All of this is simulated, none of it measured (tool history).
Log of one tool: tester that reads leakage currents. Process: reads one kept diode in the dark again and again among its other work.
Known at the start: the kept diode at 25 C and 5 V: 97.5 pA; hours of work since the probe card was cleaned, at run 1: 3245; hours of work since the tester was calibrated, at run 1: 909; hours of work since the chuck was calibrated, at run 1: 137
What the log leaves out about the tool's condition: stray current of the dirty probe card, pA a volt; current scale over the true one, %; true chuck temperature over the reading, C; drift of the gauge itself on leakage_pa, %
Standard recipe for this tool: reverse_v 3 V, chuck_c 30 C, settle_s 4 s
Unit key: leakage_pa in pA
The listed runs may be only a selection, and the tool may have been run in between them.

| run | day | reverse_v | chuck_c | settle_s | hours of work since the probe card was cleaned | hours of work since the tester was calibrated | hours of work since the chuck was calibrated | leakage_pa |
|---|---|---|---|---|---|---|---|---|
| 1 | 0 | 3 | 30 | 4 | 3245 | 909 | 137 | 110.3 |
| 2 | 0.621 | 3 | 26 | 4 | 3256 | 920 | 148 | 82.1 |
| 3 | 1.579 | 3 | 26 | 4 | 3272 | 937 | 165 | 82.09 |
| 4 | 2.829 | 3 | 30 | 4 | 3294 | 959 | 187 | 111.65 |
| 5 | 3.871 | 3 | 30 | 4 | 3313 | 977 | 205 | 112.09 |
| 6 | 5.196 | 3 | 30 | 4 | 3336 | 1000 | 229 | 112.42 |
| 7 | 6.154 | 3 | 30 | 4 | 3353 | 1017 | 245 | 111.96 |
| 8 | 6.962 | 3 | 30 | 4 | 3367 | 1032 | 260 | 112.46 |
| 9 | 8.004 | 3 | 30 | 4 | 3385 | 1050 | 278 | 112.68 |
|  | 8.7 | probe card cleaned and baked |
| 10 | 8.883 | 3 | 30 | 4 | 3 | 1063 | 291 | 114.12 |
| 11 | 9.825 | 3 | 30 | 4 | 20 | 1080 | 308 | 114.2 |
| 12 | 10.583 | 3 | 30 | 4.6 | 33 | 1093 | 321 | 113.89 |
| 13 | 11.612 | 1.37 | 30 | 4.6 | 51 | 1111 | 339 | 71.85 |
| 14 | 12.588 | 1.37 | 30 | 4.6 | 68 | 1128 | 356 | 72.06 |
| 15 | 13.771 | 1.37 | 30 | 4.6 | 89 | 1149 | 377 | 71.91 |
| 16 | 14.333 | 1.37 | 30 | 4.6 | 99 | 1159 | 387 | 72.17 |
|  | 14.779 | probe card cleaned and baked, once more |
| 17 | 15.083 | 3 | 46 | 4 | 5 | 1170 | 398 | 357.2 |
| 18 | 15.783 | 15.16 | 25 | 4 | 18 | 1182 | 410 | 194.3 |
| 19 | 16.558 | 15.16 | 34 | 4 | 31 | 1196 | 424 | 386.73 |
| 20 | 17.75 | 15.16 | 34 | 4 | 52 | 1217 | 445 | 387.99 |
| 21 | 18.879 | 2.79 | 40 | 4 | 72 | 1237 | 465 | 225.46 |
| 22 | 19.983 | 1.69 | 40 | 4 | 92 | 1256 | 484 | 168.86 |
| 23 | 21.025 | 18.74 | 32 | 5.38 | 110 | 1275 | 503 | 377.93 |
| 24 | 22.129 | 1.14 | 46 | 2.13 | 129 | 1294 | 522 | 204.54 |
| 25 | 22.921 | 1.14 | 46 | 2.13 | 143 | 1308 | 536 | 205.13 |
| 26 | 23.788 | 3.01 | 47 | 1.81 | 159 | 1323 | 551 | 388.36 |
| 27 | 24.438 | 5.73 | 33 | 6.04 | 170 | 1335 | 563 | 205.28 |
| 28 | 25.079 | 3 | 50 | 0.65 | 181 | 1346 | 574 | 473.93 |
| 29 | 26.304 | 3.61 | 34 | 0.65 | 203 | 1367 | 596 | 170.41 |
| 30 | 27.054 | 4.71 | 30 | 0.77 | 216 | 1381 | 609 | 148.18 |
| 31 | 28.233 | 11.7 | 54 | 5.36 | 237 | 1401 | 630 | 1374.92 |
| 32 | 29.338 | 5.59 | 48 | 1.58 | 256 | 1421 | 649 | 600.02 |

Measured less the same run without the tool's hidden state. The same run-to-run variation is in both; the gauge's scatter may not be:
| run | leakage_pa |
|---|---|
| 1 | +3.72 |
| 2 | +3.5 |
| 3 | +3.62 |
| 4 | +4.26 |
| 5 | +4.46 |
| 6 | +4.71 |
| 7 | +4.86 |
| 8 | +5.03 |
| 9 | +5.21 |
| 10 | +6.75 |
| 11 | +6.9 |
| 12 | +7.02 |
| 13 | +3.89 |
| 14 | +4.01 |
| 15 | +4.13 |
| 16 | +4.21 |
| 17 | +11.4 |
| 18 | +7.28 |
| 19 | +14.12 |
| 20 | +14.96 |
| 21 | +8.68 |
| 22 | +6.76 |
| 23 | +16.86 |
| 24 | +8.48 |
| 25 | +8.72 |
| 26 | +16.95 |
| 27 | +10.05 |
| 28 | +21.07 |
| 29 | +8.71 |
| 30 | +7.99 |
| 31 | +65.65 |
| 32 | +30.47 |

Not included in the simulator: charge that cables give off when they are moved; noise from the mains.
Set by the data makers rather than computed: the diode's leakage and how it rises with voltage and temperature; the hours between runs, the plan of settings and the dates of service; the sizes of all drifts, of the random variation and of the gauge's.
